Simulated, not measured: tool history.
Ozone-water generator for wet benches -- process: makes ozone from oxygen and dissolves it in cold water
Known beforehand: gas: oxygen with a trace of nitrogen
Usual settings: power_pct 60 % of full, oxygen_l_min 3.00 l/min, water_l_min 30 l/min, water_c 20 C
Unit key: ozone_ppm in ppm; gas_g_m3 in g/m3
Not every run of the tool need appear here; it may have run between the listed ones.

run	day	power_pct	oxygen_l_min	water_l_min	water_c	ozone_ppm	gas_g_m3
1	0.000	60	3.00	30	20	9.15	147.1
2	6.767	42	3.00	30	20	7.30	117.9
3	11.750	42	3.00	30	20	7.27	117.2
4	18.004	42	3.00	30	20	7.23	119.8
5	22.992	42	3.00	30	20	7.47	118.8
6	26.704	42	3.00	30	20	7.45	118.3
7	34.200	60	3.00	30	20	9.12	146.1
# day 35.058: contactor cleaned
8	40.325	60	3.00	30	13	9.35	147.7
9	48.171	60	3.00	30	13	9.39	146.2
10	55.221	60	3.00	30	13	9.46	145.2
11	61.771	46	3.00	30	20	7.66	125.6
12	67.242	60	3.00	30	24	8.66	144.6
13	71.658	60	3.00	30	24	8.64	145.9
# day 78.171: contactor cleaned, once more
14	78.825	60	3.00	30	24	8.90	147.1
15	83.683	60	1.80	30	12	8.16	187.8
16	91.112	48	1.80	30	12	7.21	164.8
17	98.908	48	1.80	30	12	7.31	162.3
18	104.888	60	1.66	33	20	6.98	194.3
19	110.783	60	1.66	33	20	7.00	194.4
20	116.933	86	3.00	47	20	6.94	179.8
21	121.042	60	3.65	37	20	7.69	130.0
22	127.496	60	3.00	18	18	14.78	144.1
23	131.700	63	2.14	18	18	14.24	177.2

Predict each of these 4 candidate next runs independently; none follows another, all start after run 23:
A	135.954	98	4.08	46	20	?	?
B	135.954	40	2.88	30	20	?	?
C	135.954	42	1.50	30	14	?	?
D	135.954	41	2.08	30	20	?	?

run	ozone_ppm	gas_g_m3
A	8.52	165.4
B	7.07	116.3
C	6.22	166.0
D	6.51	140.2
Without the tool's hidden state the same runs would have given:
run	ozone_ppm	gas_g_m3
A	9.12	174.4
B	7.37	119.8
C	6.48	171.2
D	6.79	144.5
